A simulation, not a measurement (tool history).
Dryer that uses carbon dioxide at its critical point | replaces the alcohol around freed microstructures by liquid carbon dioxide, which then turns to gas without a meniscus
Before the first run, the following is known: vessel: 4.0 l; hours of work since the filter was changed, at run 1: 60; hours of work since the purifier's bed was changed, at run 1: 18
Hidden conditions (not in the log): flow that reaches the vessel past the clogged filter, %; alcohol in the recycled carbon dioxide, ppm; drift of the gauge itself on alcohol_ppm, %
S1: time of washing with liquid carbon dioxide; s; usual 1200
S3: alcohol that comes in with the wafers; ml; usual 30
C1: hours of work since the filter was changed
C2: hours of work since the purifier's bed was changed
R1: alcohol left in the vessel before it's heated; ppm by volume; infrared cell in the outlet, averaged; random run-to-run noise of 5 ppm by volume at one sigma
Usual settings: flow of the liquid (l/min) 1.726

run 1 hour=0.0 | S1=1200 flow_of_the_liquid_(l/min)=1.726 S3=30 | C1=60 C2=18 | R1=16
run 2 hour=8.4 | S1=1200 flow_of_the_liquid_(l/min)=1.726 S3=30 | C1=63 C2=20 | R1=13
run 3 hour=15.6 | S1=1200 flow_of_the_liquid_(l/min)=1.726 S3=45 | C1=65 C2=22 | R1=23
run 4 hour=22.5 | S1=1200 flow_of_the_liquid_(l/min)=1.726 S3=30 | C1=67 C2=24 | R1=25
run 5 hour=32.5 | S1=1200 flow_of_the_liquid_(l/min)=1.726 S3=30 | C1=70 C2=28 | R1=25
run 6 hour=39.6 | S1=1200 flow_of_the_liquid_(l/min)=1.726 S3=30 | C1=72 C2=30 | R1=18
run 7 hour=50.1 | S1=1200 flow_of_the_liquid_(l/min)=1.840 S3=30 | C1=76 C2=33 | R1=12
run 8 hour=61.2 | S1=1200 flow_of_the_liquid_(l/min)=1.840 S3=30 | C1=79 C2=36 | R1=17
run 9 hour=71.1 | S1=1200 flow_of_the_liquid_(l/min)=1.726 S3=30 | C1=82 C2=39 | R1=23
run 10 hour=81.8 | S1=1200 flow_of_the_liquid_(l/min)=1.726 S3=30 | C1=85 C2=43 | R1=18
run 11 hour=90.9 | S1=1680 flow_of_the_liquid_(l/min)=1.726 S3=29 | C1=88 C2=45 | R1=23
run 12 hour=96.3 | S1=1200 flow_of_the_liquid_(l/min)=1.320 S3=33 | C1=90 C2=47 | R1=52
run 13 hour=104.8 | S1=1140 flow_of_the_liquid_(l/min)=1.350 S3=82 | C1=92 C2=50 | R1=136
run 14 hour=114.2 | S1=1140 flow_of_the_liquid_(l/min)=1.350 S3=82 | C1=95 C2=52 | R1=147
run 15 hour=123.3 | S1=1680 flow_of_the_liquid_(l/min)=1.350 S3=25 | C1=98 C2=55 | R1=29
run 16 hour=129.4 | S1=1440 flow_of_the_liquid_(l/min)=2.000 S3=92 | C1=100 C2=57 | R1=23
run 17 hour=136.5 | S1=1260 flow_of_the_liquid_(l/min)=1.640 S3=44 | C1=102 C2=59 | R1=29
run 18 hour=142.5 | S1=1260 flow_of_the_liquid_(l/min)=1.640 S3=44 | C1=104 C2=61 | R1=45
run 19 hour=154.8 | S1=1260 flow_of_the_liquid_(l/min)=1.640 S3=44 | C1=107 C2=65 | R1=38

Alternative continuations, all from the tool just after run 19; predict every row:
run A hour=161.0 | S1=900 flow_of_the_liquid_(l/min)=1.820 S3=88 | C1=109 C2=67 | R1=?
run B hour=161.0 | S1=1500 flow_of_the_liquid_(l/min)=1.640 S3=44 | C1=109 C2=67 | R1=?
run C hour=161.0 | S1=1320 flow_of_the_liquid_(l/min)=2.740 S3=72 | C1=109 C2=67 | R1=?

run=A R1=126
run=B R1=25
run=C R1=26
Without the tool's unlogged condition, the same runs would have read:
run=A R1=73
run=B R1=7
run=C R1=11
